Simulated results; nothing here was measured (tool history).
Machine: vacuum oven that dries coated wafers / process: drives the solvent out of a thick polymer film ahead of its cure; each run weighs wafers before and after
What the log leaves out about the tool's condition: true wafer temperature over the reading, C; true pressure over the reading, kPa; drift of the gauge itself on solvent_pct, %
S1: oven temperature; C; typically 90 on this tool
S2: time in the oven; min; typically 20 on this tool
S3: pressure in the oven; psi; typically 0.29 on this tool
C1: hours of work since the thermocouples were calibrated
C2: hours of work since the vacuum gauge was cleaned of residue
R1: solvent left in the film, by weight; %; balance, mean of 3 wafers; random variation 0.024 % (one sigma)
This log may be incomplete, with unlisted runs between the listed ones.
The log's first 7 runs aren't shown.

run,day,S1,S2,S3,C1,C2,R1
8,11.912,90,20,0.29,925,339,1.73
9,13.267,90,20,0.57,943,357,2.76
10,14.283,90,13,0.57,956,370,4.1
11,15.196,90,13,0.57,968,382,4.1
12,16.908,83,20,0.29,990,404,2.93
13,18.712,90,20,0.822,1014,428,3.72
14,20.921,90,20,0.822,1043,457,3.72
15,22.233,84,20,0.29,1060,474,2.73
16,23.938,103,28,0.29,1082,496,0.75
17,25.229,85,11,0.592,1099,513,6.56
18,26.596,77,25,0.216,1117,531,3.11
19,28.846,77,25,0.216,1146,560,3.08
20,30.558,85,21,0.145,1168,582,1.79
21,31.783,85,17,0.145,1184,598,2.56
22,33.058,78,14,0.199,1201,615,5.72
23,34.2,78,14,0.199,1216,630,5.68
24,35.55,95,35,0.29,1234,648,1
25,37.246,78,12,0.551,1256,670,8.27
26,38.717,81,12,0.409,1275,689,6.65
27,39.883,98,20,0.316,1290,704,1.13
28,41.021,98,20,0.316,1305,719,1.1
29,42.079,81,10,0.239,1319,733,7.06
30,44.158,81,10,0.239,1346,760,7.06

3 options for the next run, each taken on its own from the tool as it stands now. Forecast them:
A,45.538,78,26,0.239,1364,778,?
B,45.538,99,16,0.196,1364,778,?
C,45.538,97,20,0.146,1364,778,?

run,R1
A,2.96
B,0.96
C,0.69
With no hidden state in the tool, these same runs would have given:
run,R1
A,2.78
B,0.88
C,0.62
